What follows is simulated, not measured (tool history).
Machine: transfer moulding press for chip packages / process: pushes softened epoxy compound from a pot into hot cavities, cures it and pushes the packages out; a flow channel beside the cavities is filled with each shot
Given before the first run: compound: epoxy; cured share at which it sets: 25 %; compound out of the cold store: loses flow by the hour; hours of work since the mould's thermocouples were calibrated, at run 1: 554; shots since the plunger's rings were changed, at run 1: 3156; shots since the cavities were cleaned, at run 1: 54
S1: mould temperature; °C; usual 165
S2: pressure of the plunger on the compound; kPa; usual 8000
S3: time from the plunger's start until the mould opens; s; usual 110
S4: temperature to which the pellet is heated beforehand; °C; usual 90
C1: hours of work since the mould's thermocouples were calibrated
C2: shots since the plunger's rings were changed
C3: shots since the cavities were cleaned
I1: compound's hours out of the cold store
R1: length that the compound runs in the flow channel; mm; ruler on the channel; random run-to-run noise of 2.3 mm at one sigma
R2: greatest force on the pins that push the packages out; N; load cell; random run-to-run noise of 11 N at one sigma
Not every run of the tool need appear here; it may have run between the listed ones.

run   hour   S1    S2   S3  S4   C1    C2   C3    I1   R1   R2
  1      0  165  8000  110  90  554  3156   54    33  597  540
  2   29.3  165  8000  110  90  573  3479  377  39.2  568  662
      44.8  -- plunger's sealing rings changed
      67.5  -- cavities cleaned with cleaning compound and waxed
  3   88.4  165  8000  110  90  609   464  230  45.3  579  818
  4  124.5  165  8000  110  90  633   861  627  28.9  646  802
     137.9  -- cavities cleaned with cleaning compound and waxed
  5  173.9  165  8000  110  90  664  1389  397  46.7  565  628
     206.1  -- cavities cleaned with cleaning compound and waxed
  6  215.4  166  8000  110  90  690  1829  102  43.5  567  523
  7  249.1  166  8000  110  90  712  2200  473  30.8  615  641
     259.1  -- cavities cleaned with cleaning compound and waxed, once more
  8  313.6  168  8000  110  90  753  2895  600  28.6  616  642
       332  -- cavities cleaned with cleaning compound and waxed
     362.7  -- mould's thermocouples calibrated
  9  362.7  158  8000  110  90    0  3396  315  15.8  693  838
     386.2  -- plunger's sealing rings changed
     405.6  -- cavities cleaned with cleaning compound and waxed
 10    410  165  6660  101  90   28   246   49  10.5  677  551
 11  448.6  161  8000  110  90   53   671  474  36.8  622  730
       476  -- cavities cleaned with cleaning compound and waxed
 12  494.3  161  8000  110  90   82  1157  202  41.1  592  633
 13  538.5  165  6220  114  90  111  1643  688  36.2  530  683
     545.2  -- cavities cleaned with cleaning compound and waxed
 14  577.1  169  8640  134  90  135  2052  351  22.3  674  564
     614.4  -- cavities cleaned with cleaning compound and waxed
 15  614.4  169  8640  134  90  159  2447    0  10.5  733  455
 16  655.8  169  8640  134  90  185  2902  455  38.7  588  605
     682.4  -- cavities cleaned with cleaning compound and waxed
 17  715.8  169  8640  134  90  224  3546  367  31.1  613  575

Estimate the outcome of run 18 from the log above:
     726.5  -- plunger's sealing rings changed
     757.3  -- cavities cleaned with cleaning compound and waxed
 18  778.2  162  8000  97  90  262  553  230  15.9   ?   ?

Run 18 yielded R1 725 mm, R2 819 N.
Take away the tool's hidden state, keep the run-to-run variation as it was, and the same run would have given R1 731 mm, R2 650 N.
